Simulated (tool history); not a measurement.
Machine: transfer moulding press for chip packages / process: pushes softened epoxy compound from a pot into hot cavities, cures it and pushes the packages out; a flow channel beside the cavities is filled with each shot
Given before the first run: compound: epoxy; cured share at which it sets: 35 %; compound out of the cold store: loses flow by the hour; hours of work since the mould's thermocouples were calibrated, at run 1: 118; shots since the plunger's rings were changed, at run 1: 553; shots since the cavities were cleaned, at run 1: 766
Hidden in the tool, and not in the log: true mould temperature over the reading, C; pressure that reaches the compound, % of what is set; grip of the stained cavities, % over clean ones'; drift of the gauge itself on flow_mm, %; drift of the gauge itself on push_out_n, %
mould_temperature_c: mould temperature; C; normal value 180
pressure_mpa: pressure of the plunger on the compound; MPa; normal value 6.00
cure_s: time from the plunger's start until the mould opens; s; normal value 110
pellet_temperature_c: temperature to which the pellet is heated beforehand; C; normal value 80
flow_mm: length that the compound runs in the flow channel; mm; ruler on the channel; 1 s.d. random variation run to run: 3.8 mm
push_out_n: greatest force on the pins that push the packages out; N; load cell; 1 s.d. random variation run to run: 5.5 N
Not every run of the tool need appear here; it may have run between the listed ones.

run	day	mould_temperature_c	pressure_mpa	cure_s	pellet_temperature_c	hours of work since the mould's thermocouples were calibrated	shots since the plunger's rings were changed	shots since the cavities were cleaned	incoming compound's hours out of the cold store	flow_mm	push_out_n
1	0.000	180	6.00	110	80	118	553	766	47.9	489	191
2	0.358	184	6.00	110	80	124	643	856	21.5	516	184
# day 0.558: cavities cleaned with cleaning compound and waxed
3	0.738	184	6.00	110	80	129	721	45	11.6	525	168
4	1.050	180	7.32	110	80	134	799	123	25.7	568	180
5	1.258	182	7.32	110	80	137	851	175	46.6	541	175
6	1.588	182	7.32	110	80	142	932	256	23.5	559	181
7	1.892	180	6.00	110	80	147	1008	332	44.1	492	186
8	2.100	180	6.00	110	80	151	1060	384	27.9	510	193
9	2.483	174	6.00	110	80	157	1155	479	23.5	521	262
10	2.758	174	6.00	110	80	161	1223	547	46.2	494	266
11	3.175	180	6.00	110	80	168	1328	652	39.7	491	194
12	3.512	180	6.00	110	80	174	1411	735	10.6	535	191
13	3.912	180	7.46	110	80	180	1511	835	22.4	574	208
# day 4.167: cavities cleaned with cleaning compound and waxed
14	4.342	180	7.46	110	80	186	1602	44	46.0	541	185
15	4.667	180	7.46	110	80	191	1683	125	12.9	587	196
16	5.033	180	6.00	107	80	197	1774	216	12.0	526	196
17	5.283	180	5.36	107	80	201	1836	278	30.5	478	192
18	5.738	179	6.55	141	80	209	1949	391	43.8	511	153
19	6.129	176	6.00	141	80	215	2047	489	31.1	506	174
20	6.508	186	6.81	141	87	221	2141	583	30.3	529	160
21	6.858	183	6.00	110	83	227	2228	670	26.3	505	179
22	7.296	180	6.00	109	87	234	2337	779	40.6	492	186
23	7.558	180	6.00	109	87	238	2402	844	36.4	497	184
# day 7.792: cavities cleaned with cleaning compound and waxed
24	8.008	177	6.01	109	87	245	2498	54	27.1	509	211
25	8.296	177	6.01	109	87	249	2570	126	11.1	529	221
26	8.754	177	6.01	109	87	257	2683	239	12.8	528	229
27	9.142	177	6.01	109	77	263	2780	336	26.9	508	228
28	9.592	187	6.00	110	80	270	2892	448	21.4	512	162
29	9.829	187	4.62	143	80	274	2951	507	28.6	432	153

Take each entry between the runs: how does the hidden state at the last listed run before it differ from the hidden state at the first listed run after it?
Logged between run 2 and run 3: cavities cleaned with cleaning compound and waxed (day 0.558)
  grip of the stained cavities, % over clean ones': 1.6 -> 0.3
Logged between run 13 and run 14: cavities cleaned with cleaning compound and waxed (day 4.167)
  pressure that reaches the compound, % of what is set: 99.92 -> 99.91; grip of the stained cavities, % over clean ones': 1.6 -> 0.2
Logged between run 23 and run 24: cavities cleaned with cleaning compound and waxed (day 7.792)
  true mould temperature over the reading, C: 0 -> 0.01; grip of the stained cavities, % over clean ones': 1.6 -> 0.3

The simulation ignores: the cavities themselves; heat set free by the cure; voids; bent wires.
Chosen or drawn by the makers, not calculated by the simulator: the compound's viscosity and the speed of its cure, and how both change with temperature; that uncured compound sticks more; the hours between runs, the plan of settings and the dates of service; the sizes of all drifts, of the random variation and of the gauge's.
